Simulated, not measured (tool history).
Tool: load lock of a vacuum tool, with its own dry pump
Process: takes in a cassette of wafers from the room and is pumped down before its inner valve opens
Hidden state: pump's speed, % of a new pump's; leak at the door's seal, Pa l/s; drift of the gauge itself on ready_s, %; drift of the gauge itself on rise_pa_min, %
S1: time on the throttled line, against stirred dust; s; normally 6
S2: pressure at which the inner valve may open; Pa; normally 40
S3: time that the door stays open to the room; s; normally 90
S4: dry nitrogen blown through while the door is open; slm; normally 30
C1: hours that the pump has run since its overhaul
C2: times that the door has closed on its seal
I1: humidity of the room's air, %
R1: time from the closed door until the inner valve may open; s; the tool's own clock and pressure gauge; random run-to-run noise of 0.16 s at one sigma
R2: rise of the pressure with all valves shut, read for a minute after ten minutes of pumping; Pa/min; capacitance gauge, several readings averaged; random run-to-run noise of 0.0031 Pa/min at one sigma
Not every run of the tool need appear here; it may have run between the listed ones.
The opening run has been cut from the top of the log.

| run | hour | S1 | S2 | S3 | S4 | C1 | C2 | I1 | R1 | R2 |
|---|---|---|---|---|---|---|---|---|---|---|
| 2 | 103 | 6 | 40 | 82 | 30 | 3313 | 4086 | 44.8 | 13.2 | 0.062 |
| 3 | 190.4 | 6 | 40 | 90 | 30 | 3400 | 4256 | 47.6 | 13.2 | 0.071 |
| 4 | 299.4 | 6 | 40 | 90 | 10 | 3509 | 4468 | 46.4 | 13.3 | 0.094 |
| 5 | 410 | 6 | 40 | 90 | 10 | 3620 | 4683 | 45 | 13.2 | 0.093 |
| 6 | 553.6 | 6 | 40 | 187 | 30 | 3763 | 4962 | 45.1 | 13.4 | 0.077 |
| 7 | 688.3 | 6 | 40 | 187 | 30 | 3898 | 5224 | 46.1 | 13.1 | 0.085 |
| 8 | 751.1 | 6 | 40 | 187 | 30 | 3961 | 5347 | 42.9 | 13.5 | 0.083 |
| 9 | 819.9 | 6 | 40 | 187 | 30 | 4030 | 5480 | 48.5 | 13.3 | 0.083 |
| 10 | 948.8 | 6 | 62 | 187 | 30 | 4159 | 5731 | 41.9 | 13 | 0.077 |
| 11 | 1051 | 6 | 40 | 90 | 30 | 4261 | 5930 | 44.2 | 13.4 | 0.062 |
| 12 | 1158.1 | 6 | 40 | 90 | 30 | 4368 | 6138 | 44.6 | 13.4 | 0.061 |
| 13 | 1267.9 | 6 | 40 | 90 | 30 | 4478 | 6352 | 45.4 | 13.5 | 0.068 |
| 14 | 1413.6 | 6 | 30 | 90 | 30 | 4623 | 6635 | 46.4 | 13.6 | 0.066 |
| 15 | 1541.5 | 6 | 40 | 90 | 18 | 4751 | 6884 | 44.6 | 13.4 | 0.084 |
| 16 | 1644.7 | 6 | 40 | 178 | 5 | 4854 | 7085 | 44.6 | 13.4 | 0.125 |
| 17 | 1772.2 | 6 | 40 | 178 | 5 | 4982 | 7333 | 47.4 | 13.5 | 0.13 |
| 18 | 1874.6 | 6 | 40 | 178 | 5 | 5084 | 7532 | 45.5 | 13.6 | 0.119 |
| 19 | 2002.4 | 6 | 40 | 34 | 7 | 5212 | 7781 | 44.8 | 13.4 | 0.077 |
| 20 | 2136.2 | 6 | 40 | 55 | 30 | 5346 | 8041 | 42.7 | 13.3 | 0.059 |
| 21 | 2237.7 | 6 | 40 | 55 | 30 | 5447 | 8238 | 47.4 | 13.4 | 0.064 |
| 22 | 2362.7 | 6 | 40 | 55 | 30 | 5573 | 8482 | 44 | 13.4 | 0.06 |
| 23 | 2489.3 | 3 | 40 | 38 | 39 | 5699 | 8728 | 44.9 | 11.5 | 0.053 |
| 24 | 2592.4 | 3 | 40 | 38 | 39 | 5802 | 8928 | 45.8 | 11.2 | 0.053 |

Forecast run 25:
| 25 | 2690 | 5 | 29 | 38 | 39 | 5900 | 9118 | 44.3 | ? | ? |

R1: 13.2 s
R2: 0.057 Pa/min
Without the tool's hidden state the same run would have given R1 12.8 s, R2 0.048 Pa/min.
